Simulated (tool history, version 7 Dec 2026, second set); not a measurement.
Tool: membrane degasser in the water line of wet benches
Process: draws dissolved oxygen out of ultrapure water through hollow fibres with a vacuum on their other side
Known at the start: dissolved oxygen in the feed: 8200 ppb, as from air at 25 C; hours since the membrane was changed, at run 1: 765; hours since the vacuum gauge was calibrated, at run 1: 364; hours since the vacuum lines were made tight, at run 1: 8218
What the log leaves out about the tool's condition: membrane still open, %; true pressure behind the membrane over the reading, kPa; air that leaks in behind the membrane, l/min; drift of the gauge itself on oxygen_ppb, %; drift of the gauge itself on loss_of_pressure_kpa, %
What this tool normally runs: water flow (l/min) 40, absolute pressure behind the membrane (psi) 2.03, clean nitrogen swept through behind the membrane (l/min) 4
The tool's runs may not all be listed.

| run | hour | water flow (l/min) | absolute pressure behind the membrane (psi) | clean nitrogen swept through behind the membrane (l/min) | hours since the membrane was changed | hours since the vacuum gauge was calibrated | hours since the vacuum lines were made tight | dissolved oxygen in the water behind the degasser (ppb) | pressure that the water loses in the fibres (psi) |
|---|---|---|---|---|---|---|---|---|---|
| 1 | 0 | 40 | 2.03 | 4 | 765 | 364 | 8218 | 262.3 | 7.395 |
| 2 | 110.9 | 40 | 2.03 | 6.19 | 876 | 475 | 8329 | 179.6 | 7.416 |
| 3 | 226.9 | 40 | 2.03 | 4 | 992 | 591 | 8445 | 261.7 | 7.384 |
| 4 | 334.2 | 40 | 2.03 | 4 | 1099 | 698 | 8552 | 261.8 | 7.429 |
| 5 | 402.4 | 40 | 2.03 | 4 | 1167 | 766 | 8621 | 262.5 | 7.43 |
| 6 | 497 | 40 | 2.03 | 4 | 1262 | 861 | 8715 | 263.1 | 7.432 |
| 7 | 593.8 | 44 | 2.03 | 4 | 1359 | 958 | 8812 | 293.9 | 8.111 |
| 8 | 699.4 | 44 | 2.03 | 4 | 1464 | 1063 | 8918 | 293.2 | 8.179 |
| 9 | 811.2 | 40 | 2.03 | 4 | 1576 | 1175 | 9030 | 263.5 | 7.426 |
| 10 | 913.9 | 40 | 2.03 | 4 | 1679 | 1278 | 9132 | 262.8 | 7.409 |
| 11 | 1030.6 | 40 | 2.03 | 4 | 1795 | 1395 | 9249 | 263.8 | 7.414 |
| 12 | 1101.3 | 26 | 2.03 | 4 | 1866 | 1465 | 9320 | 168.8 | 4.805 |
| 13 | 1219.1 | 26 | 2.03 | 4 | 1984 | 1583 | 9437 | 168.8 | 4.852 |
| 14 | 1313.5 | 26 | 2.03 | 4 | 2078 | 1678 | 9532 | 169.4 | 4.827 |
| 15 | 1419.4 | 26 | 2.03 | 4 | 2184 | 1783 | 9638 | 169.2 | 4.84 |
| 16 | 1481.6 | 40 | 2.03 | 4 | 2246 | 1846 | 9700 | 263.6 | 7.443 |
| 17 | 1552.8 | 40 | 2.03 | 4 | 2318 | 1917 | 9771 | 264.3 | 7.42 |
| 18 | 1613.8 | 62 | 1.31 | 4 | 2379 | 1978 | 9832 | 305 | 11.539 |
| 19 | 1686.4 | 45 | 2.03 | 4 | 2451 | 2050 | 9905 | 303.3 | 8.422 |
| 20 | 1782.2 | 29 | 2.03 | 2.35 | 2547 | 2146 | 10000 | 306.7 | 5.436 |
|  | 1815.4 | seals of the vacuum lines changed |
| 21 | 1860 | 29 | 4.37 | 7.9 | 2623 | 2222 | 45 | 237.7 | 5.43 |
| 22 | 1936.2 | 40 | 1.67 | 3.28 | 2699 | 2298 | 121 | 246.6 | 7.519 |
| 23 | 2049 | 54 | 2.03 | 4 | 2812 | 2411 | 234 | 383.8 | 10.061 |
| 24 | 2132.7 | 58 | 2.03 | 2.99 | 2895 | 2495 | 317 | 524.8 | 10.836 |
| 25 | 2228.1 | 40 | 4.29 | 6.22 | 2991 | 2590 | 413 | 405.7 | 7.462 |
| 26 | 2333.1 | 57 | 2.61 | 4.17 | 3096 | 2695 | 518 | 516.5 | 10.592 |
| 27 | 2434.8 | 57 | 3.05 | 6.74 | 3198 | 2797 | 619 | 418.8 | 10.624 |
| 28 | 2521.5 | 57 | 3.05 | 6.74 | 3284 | 2884 | 706 | 418.5 | 10.615 |
| 29 | 2589.1 | 41 | 3.74 | 2.8 | 3352 | 2951 | 774 | 715.1 | 7.667 |
| 30 | 2642.2 | 63 | 2.03 | 7.34 | 3405 | 3004 | 827 | 325.2 | 11.786 |
| 31 | 2718 | 63 | 2.03 | 2.66 | 3481 | 3080 | 903 | 632.3 | 11.735 |
| 32 | 2781.9 | 32 | 2.92 | 4 | 3545 | 3144 | 966 | 317.7 | 5.997 |

What if the next run were any one of these 4? Each begins from the tool's condition after run 32:
| A | 2895 | 27 | 2.92 | 5.89 | 3658 | 3257 | 1080 | ? | ? |
| B | 2895 | 46 | 1.78 | 4 | 3658 | 3257 | 1080 | ? | ? |
| C | 2895 | 54 | 4.7 | 4 | 3658 | 3257 | 1080 | ? | ? |
| D | 2895 | 27 | 1.39 | 8.16 | 3658 | 3257 | 1080 | ? | ? |

| run | dissolved oxygen in the water behind the degasser (ppb) | pressure that the water loses in the fibres (psi) |
|---|---|---|
| A | 187.7 | 5.068 |
| B | 270.7 | 8.589 |
| C | 881 | 10.156 |
| D | 53.9 | 5.062 |
Without the tool's unlogged condition, the same runs would have read:
| run | dissolved oxygen in the water behind the degasser (ppb) | pressure that the water loses in the fibres (psi) |
|---|---|---|
| A | 186.1 | 4.982 |
| B | 265.2 | 8.441 |
| C | 873.7 | 9.983 |
| D | 52.8 | 4.976 |
